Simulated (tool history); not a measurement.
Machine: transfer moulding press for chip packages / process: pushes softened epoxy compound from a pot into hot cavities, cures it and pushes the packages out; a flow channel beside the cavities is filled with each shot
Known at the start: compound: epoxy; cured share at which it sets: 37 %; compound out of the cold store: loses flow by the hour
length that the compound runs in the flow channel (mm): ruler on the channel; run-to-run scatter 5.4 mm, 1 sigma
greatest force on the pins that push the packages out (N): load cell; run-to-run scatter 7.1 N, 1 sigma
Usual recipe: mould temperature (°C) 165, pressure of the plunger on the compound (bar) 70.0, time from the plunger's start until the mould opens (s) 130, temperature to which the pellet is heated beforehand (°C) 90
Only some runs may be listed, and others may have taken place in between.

run   hour  mould temperature (°C)  pressure of the plunger on the compound (bar)  time from the plunger's start until the mould opens (s)  temperature to which the pellet is heated beforehand (°C)  incoming compound's hours out of the cold store  length that the compound runs in the flow channel (mm)  greatest force on the pins that push the packages out (N)
  1    0.0                     165                                           70.0                                                      130                                                         90                                             43.1                                                     518                                                        445
  2   65.1                     165                                           70.0                                                      130                                                         90                                             29.2                                                     540                                                        422
  3  120.3                     165                                           70.0                                                      130                                                         90                                             32.7                                                     540                                                        372
  4  196.6                     161                                           70.0                                                      130                                                         90                                              9.3                                                     579                                                        459
  5  234.3                     161                                           70.0                                                      130                                                         90                                             43.1                                                     510                                                        550
  6  288.1                     161                                           70.0                                                      130                                                         90                                             26.8                                                     549                                                        473
  7  364.6                     165                                           70.0                                                      130                                                         90                                             13.8                                                     556                                                        374
  8  433.7                     165                                           70.0                                                      130                                                         90                                             16.4                                                     573                                                        339
  9  483.2                     164                                           70.0                                                      133                                                         94                                             20.2                                                     574                                                        483
 10  563.1                     164                                           70.0                                                      133                                                         94                                             21.0                                                     560                                                        484
 11  611.9                     165                                           60.2                                                      130                                                         90                                             45.3                                                     472                                                        387
 12  667.1                     171                                           54.5                                                      130                                                         90                                             34.4                                                     459                                                        254
 13  757.2                     165                                           70.0                                                      133                                                         90                                             30.2                                                     525                                                        349
 14  848.4                     165                                           70.0                                                      133                                                         90                                             10.6                                                     554                                                        404

Missing from the log above: 14 entries noted between runs. For each, name the pair of listed runs it sits between and say how the tool's hidden condition differs from the listed run just before to the listed run just after:
Between runs 1 and 2: cavities cleaned with cleaning compound and waxed (hour 28.7)
  true mould temperature over the reading, C: -0.18 -> -0.22; pressure that reaches the compound, % of what is set: 96.37 -> 94.87; grip of the stained cavities, % over clean ones': 51.2 -> 44.5
  measured minus no-state result, length that the compound runs in the flow channel (mm): -10 -> -14; greatest force on the pins that push the packages out (N): +152 -> +131
Between runs 2 and 3: cavities cleaned with cleaning compound and waxed (hour 106.6)
  true mould temperature over the reading, C: -0.22 -> -0.26; pressure that reaches the compound, % of what is set: 94.87 -> 93.69; grip of the stained cavities, % over clean ones': 44.5 -> 20.4
  measured minus no-state result, length that the compound runs in the flow channel (mm): -14 -> -18; greatest force on the pins that push the packages out (N): +131 -> +65
Between runs 3 and 4: cavities cleaned with cleaning compound and waxed (hour 187.8)
  true mould temperature over the reading, C: -0.26 -> -0.32; pressure that reaches the compound, % of what is set: 93.69 -> 92.14; grip of the stained cavities, % over clean ones': 20.4 -> 14.9
  measured minus no-state result, length that the compound runs in the flow channel (mm): -18 -> -24; greatest force on the pins that push the packages out (N): +65 -> +68
Between runs 5 and 6: cavities cleaned with cleaning compound and waxed (hour 269.4)
  true mould temperature over the reading, C: -0.35 -> -0.39; pressure that reaches the compound, % of what is set: 91.21 -> 90.09; grip of the stained cavities, % over clean ones': 51.1 -> 26
  measured minus no-state result, length that the compound runs in the flow channel (mm): -23 -> -28; greatest force on the pins that push the packages out (N): +193 -> +108
Between runs 6 and 7: mould's thermocouples calibrated (hour 295.5); cavities cleaned with cleaning compound and waxed (hour 349.7)
  true mould temperature over the reading, C: -0.39 -> -0.55; pressure that reaches the compound, % of what is set: 90.09 -> 88.47; grip of the stained cavities, % over clean ones': 26 -> 23.7
  measured minus no-state result, length that the compound runs in the flow channel (mm): -28 -> -33; greatest force on the pins that push the packages out (N): +108 -> +80
Between runs 7 and 8: plunger's sealing rings changed (hour 425.6); cavities cleaned with cleaning compound and waxed (hour 427.1)
  true mould temperature over the reading, C: -0.55 -> -0.6; pressure that reaches the compound, % of what is set: 88.47 -> 99.53; grip of the stained cavities, % over clean ones': 23.7 -> 10.2
  measured minus no-state result, length that the compound runs in the flow channel (mm): -33 -> +1; greatest force on the pins that push the packages out (N): +80 -> +41
Between runs 9 and 10: cavities cleaned with cleaning compound and waxed (hour 507.0)
  true mould temperature over the reading, C: -0.64 -> -0.7; pressure that reaches the compound, % of what is set: 98.42 -> 96.63; grip of the stained cavities, % over clean ones': 56.3 -> 57.9
  measured minus no-state result, length that the compound runs in the flow channel (mm): -3 -> -8; greatest force on the pins that push the packages out (N): +185 -> +190
Between runs 10 and 11: cavities cleaned with cleaning compound and waxed (hour 583.6)
  true mould temperature over the reading, C: -0.7 -> -0.74; pressure that reaches the compound, % of what is set: 96.63 -> 95.52; grip of the stained cavities, % over clean ones': 57.9 -> 35.2
  measured minus no-state result, length that the compound runs in the flow channel (mm): -8 -> -10; greatest force on the pins that push the packages out (N): +190 -> +112
Between runs 11 and 12: cavities cleaned with cleaning compound and waxed (hour 664.7)
  true mould temperature over the reading, C: -0.74 -> -0.78; pressure that reaches the compound, % of what is set: 95.52 -> 94.26; grip of the stained cavities, % over clean ones': 35.2 -> 6.1
  measured minus no-state result, length that the compound runs in the flow channel (mm): -10 -> -12; greatest force on the pins that push the packages out (N): +112 -> +17
Between runs 12 and 13: cavities cleaned with cleaning compound and waxed (hour 741.1)
  true mould temperature over the reading, C: -0.78 -> -0.86; pressure that reaches the compound, % of what is set: 94.26 -> 92.13; grip of the stained cavities, % over clean ones': 6.1 -> 22
  measured minus no-state result, length that the compound runs in the flow channel (mm): -12 -> -21; greatest force on the pins that push the packages out (N): +17 -> +74
Between runs 13 and 14: mould's thermocouples calibrated, once more (hour 777.9); cavities cleaned with cleaning compound and waxed (hour 819.7)
  true mould temperature over the reading, C: -0.86 -> -0.21; pressure that reaches the compound, % of what is set: 92.13 -> 90.15; grip of the stained cavities, % over clean ones': 22 -> 37.8
  measured minus no-state result, length that the compound runs in the flow channel (mm): -21 -> -29; greatest force on the pins that push the packages out (N): +74 -> +114
